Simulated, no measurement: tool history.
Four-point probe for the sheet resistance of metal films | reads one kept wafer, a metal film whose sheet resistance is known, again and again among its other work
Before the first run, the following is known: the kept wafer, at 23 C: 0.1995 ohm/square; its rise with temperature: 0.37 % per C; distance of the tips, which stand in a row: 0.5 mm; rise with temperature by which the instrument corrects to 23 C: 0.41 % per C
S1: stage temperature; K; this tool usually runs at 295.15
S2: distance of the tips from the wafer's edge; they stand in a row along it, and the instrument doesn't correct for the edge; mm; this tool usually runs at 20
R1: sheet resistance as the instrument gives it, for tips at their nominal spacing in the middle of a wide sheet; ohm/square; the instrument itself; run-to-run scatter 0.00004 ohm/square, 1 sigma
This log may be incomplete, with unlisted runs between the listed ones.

run	hour	S1	S2	R1
1	0.0	295.15	20	0.196902
2	111.5	295.15	20	0.196799
3	202.6	295.15	4	0.198289
4	303.7	295.15	4	0.198227
# hour 313.3: stage's thermometer calibrated
5	390.6	295.15	4	0.197982
6	465.6	295.15	4	0.198002
7	575.3	295.15	4	0.197862
# hour 582.8: new probe head fitted
8	629.2	306.15	46	0.197839
# hour 659.3: stage's thermometer calibrated, once more
9	720.2	298.15	20	0.198860
10	773.5	302.15	3	0.201411

Consider 5 possible next runs. They are alternatives, not a sequence: every one starts from the tool as it was left by run 10. What does each give?
A	884.7	295.15	16	?
B	884.7	295.15	44	?
C	884.7	295.15	7	?
D	884.7	305.15	4	?
E	884.7	307.15	20	?

run	R1
A	0.198970
B	0.198879
C	0.199494
D	0.199761
E	0.198099
What these runs would have given with no unlogged condition in the tool:
run	R1
A	0.199659
B	0.199567
C	0.200184
D	0.200452
E	0.198784
